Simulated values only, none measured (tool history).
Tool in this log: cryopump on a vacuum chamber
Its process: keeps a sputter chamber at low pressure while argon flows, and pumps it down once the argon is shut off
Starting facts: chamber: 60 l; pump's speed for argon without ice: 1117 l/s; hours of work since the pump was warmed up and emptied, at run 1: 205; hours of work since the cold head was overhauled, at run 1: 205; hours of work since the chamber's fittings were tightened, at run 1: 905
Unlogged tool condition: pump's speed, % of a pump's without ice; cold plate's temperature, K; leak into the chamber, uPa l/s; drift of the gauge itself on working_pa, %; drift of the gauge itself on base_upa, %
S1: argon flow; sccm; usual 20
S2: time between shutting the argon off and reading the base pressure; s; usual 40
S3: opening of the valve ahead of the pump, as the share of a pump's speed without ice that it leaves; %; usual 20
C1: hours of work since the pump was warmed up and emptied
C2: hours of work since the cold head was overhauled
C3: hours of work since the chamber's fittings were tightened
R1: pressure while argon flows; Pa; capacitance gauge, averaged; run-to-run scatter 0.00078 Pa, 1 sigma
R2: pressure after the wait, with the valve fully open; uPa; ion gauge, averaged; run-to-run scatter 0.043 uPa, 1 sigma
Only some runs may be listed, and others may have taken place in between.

{"run": 1, "day": 0.0, "S1": 20, "S2": 40, "S3": 20, "C1": 205, "C2": 205, "C3": 905, "R1": 0.1535, "R2": 2.78}
{"run": 2, "day": 1.888, "S1": 12, "S2": 40, "S3": 20, "C1": 226, "C2": 226, "C3": 927, "R1": 0.0927, "R2": 2.87}
{"run": 3, "day": 4.546, "S1": 12, "S2": 40, "S3": 20, "C1": 257, "C2": 257, "C3": 957, "R1": 0.0908, "R2": 2.86}
{"run": 4, "day": 8.383, "S1": 20, "S2": 40, "S3": 20, "C1": 301, "C2": 301, "C3": 1001, "R1": 0.1543, "R2": 2.86}
{"run": 5, "day": 11.25, "S1": 20, "S2": 40, "S3": 20, "C1": 334, "C2": 334, "C3": 1034, "R1": 0.1522, "R2": 2.95}
{"run": 6, "day": 14.221, "S1": 20, "S2": 40, "S3": 20, "C1": 368, "C2": 368, "C3": 1068, "R1": 0.1535, "R2": 2.91}
{"day": 15.712, "done": "leaking fittings of the chamber tightened, without venting"}
{"run": 7, "day": 17.446, "S1": 20, "S2": 40, "S3": 20, "C1": 404, "C2": 404, "C3": 20, "R1": 0.1531, "R2": 2.59}
{"run": 8, "day": 20.567, "S1": 20, "S2": 40, "S3": 21, "C1": 440, "C2": 440, "C3": 56, "R1": 0.1485, "R2": 2.63}
{"run": 9, "day": 23.346, "S1": 22, "S2": 40, "S3": 20, "C1": 471, "C2": 471, "C3": 88, "R1": 0.1693, "R2": 2.54}
{"run": 10, "day": 26.125, "S1": 20, "S2": 40, "S3": 20, "C1": 503, "C2": 503, "C3": 119, "R1": 0.1561, "R2": 2.59}
{"run": 11, "day": 29.683, "S1": 21, "S2": 40, "S3": 20, "C1": 544, "C2": 544, "C3": 160, "R1": 0.1638, "R2": 2.57}
{"run": 12, "day": 33.521, "S1": 20, "S2": 40, "S3": 20, "C1": 588, "C2": 588, "C3": 204, "R1": 0.1558, "R2": 2.62}
{"run": 13, "day": 35.575, "S1": 20, "S2": 40, "S3": 20, "C1": 612, "C2": 612, "C3": 228, "R1": 0.1553, "R2": 2.62}
{"run": 14, "day": 37.883, "S1": 20, "S2": 40, "S3": 20, "C1": 638, "C2": 638, "C3": 254, "R1": 0.156, "R2": 2.69}
{"run": 15, "day": 40.392, "S1": 20, "S2": 22, "S3": 20, "C1": 667, "C2": 667, "C3": 283, "R1": 0.1583, "R2": 4.59}
{"run": 16, "day": 42.642, "S1": 20, "S2": 22, "S3": 19, "C1": 693, "C2": 693, "C3": 309, "R1": 0.165, "R2": 4.57}
{"run": 17, "day": 44.329, "S1": 20, "S2": 22, "S3": 19, "C1": 712, "C2": 712, "C3": 328, "R1": 0.1657, "R2": 4.44}
{"run": 18, "day": 47.608, "S1": 15, "S2": 197, "S3": 20, "C1": 750, "C2": 750, "C3": 366, "R1": 0.1172, "R2": 0.86}
{"run": 19, "day": 49.842, "S1": 12, "S2": 104, "S3": 32, "C1": 775, "C2": 775, "C3": 392, "R1": 0.0605, "R2": 1.31}
{"run": 20, "day": 52.008, "S1": 20, "S2": 30, "S3": 19, "C1": 800, "C2": 800, "C3": 416, "R1": 0.165, "R2": 3.43}
{"run": 21, "day": 54.142, "S1": 16, "S2": 250, "S3": 33, "C1": 825, "C2": 825, "C3": 441, "R1": 0.0786, "R2": 0.84}
{"run": 22, "day": 56.979, "S1": 16, "S2": 250, "S3": 33, "C1": 857, "C2": 857, "C3": 473, "R1": 0.0792, "R2": 0.85}
{"run": 23, "day": 58.733, "S1": 16, "S2": 250, "S3": 33, "C1": 877, "C2": 877, "C3": 494, "R1": 0.0783, "R2": 0.87}
{"run": 24, "day": 60.85, "S1": 28, "S2": 98, "S3": 15, "C1": 902, "C2": 902, "C3": 518, "R1": 0.2921, "R2": 1.46}
{"run": 25, "day": 63.204, "S1": 28, "S2": 98, "S3": 15, "C1": 929, "C2": 929, "C3": 545, "R1": 0.2935, "R2": 1.46}
{"run": 26, "day": 65.262, "S1": 36, "S2": 77, "S3": 15, "C1": 952, "C2": 952, "C3": 568, "R1": 0.3759, "R2": 1.72}
{"day": 67.638, "done": "pump warmed up, emptied and cooled again"}
{"run": 27, "day": 67.638, "S1": 20, "S2": 39, "S3": 57, "C1": 0, "C2": 977, "C3": 593, "R1": 0.0534, "R2": 2.76}
{"run": 28, "day": 70.946, "S1": 12, "S2": 39, "S3": 24, "C1": 38, "C2": 1015, "C3": 631, "R1": 0.075, "R2": 2.81}
{"run": 29, "day": 74.658, "S1": 12, "S2": 39, "S3": 24, "C1": 81, "C2": 1058, "C3": 674, "R1": 0.0763, "R2": 2.86}
{"run": 30, "day": 77.675, "S1": 8, "S2": 280, "S3": 26, "C1": 115, "C2": 1092, "C3": 708, "R1": 0.0468, "R2": 0.86}
{"run": 31, "day": 79.754, "S1": 8, "S2": 280, "S3": 26, "C1": 139, "C2": 1116, "C3": 732, "R1": 0.0463, "R2": 0.82}
{"run": 32, "day": 83.429, "S1": 8, "S2": 280, "S3": 26, "C1": 181, "C2": 1158, "C3": 774, "R1": 0.0472, "R2": 0.86}
{"run": 33, "day": 86.283, "S1": 8, "S2": 280, "S3": 26, "C1": 214, "C2": 1191, "C3": 807, "R1": 0.0474, "R2": 0.87}

Below, each run's measurement less what the same run would have read without the hidden state. Both values contain the same run-to-run variation, but the gauge's scatter may not be the same in both:
run=1 R1=+0.0015 R2=+0.31
run=2 R1=+0.0010 R2=+0.33
run=3 R1=+0.0011 R2=+0.34
run=4 R1=+0.0022 R2=+0.35
run=5 R1=+0.0024 R2=+0.37
run=6 R1=+0.0026 R2=+0.38
run=7 R1=+0.0029 R2=+0.04
run=8 R1=+0.0032 R2=+0.06
run=9 R1=+0.0038 R2=+0.07
run=10 R1=+0.0037 R2=+0.08
run=11 R1=+0.0043 R2=+0.10
run=12 R1=+0.0043 R2=+0.12
run=13 R1=+0.0046 R2=+0.13
run=14 R1=+0.0047 R2=+0.14
run=15 R1=+0.0051 R2=+0.15
run=16 R1=+0.0052 R2=+0.16
run=17 R1=+0.0055 R2=+0.17
run=18 R1=+0.0043 R2=+0.19
run=19 R1=+0.0035 R2=+0.19
run=20 R1=+0.0062 R2=+0.21
run=21 R1=+0.0052 R2=+0.22
run=22 R1=+0.0053 R2=+0.24
run=23 R1=+0.0056 R2=+0.24
run=24 R1=+0.0100 R2=+0.25
run=25 R1=+0.0105 R2=+0.27
run=26 R1=+0.0138 R2=+0.28
run=27 R1=+0.0005 R2=+0.19
run=28 R1=+0.0004 R2=+0.20
run=29 R1=+0.0006 R2=+0.23
run=30 R1=+0.0005 R2=+0.24
run=31 R1=+0.0005 R2=+0.24
run=32 R1=+0.0006 R2=+0.27
run=33 R1=+0.0007 R2=+0.28
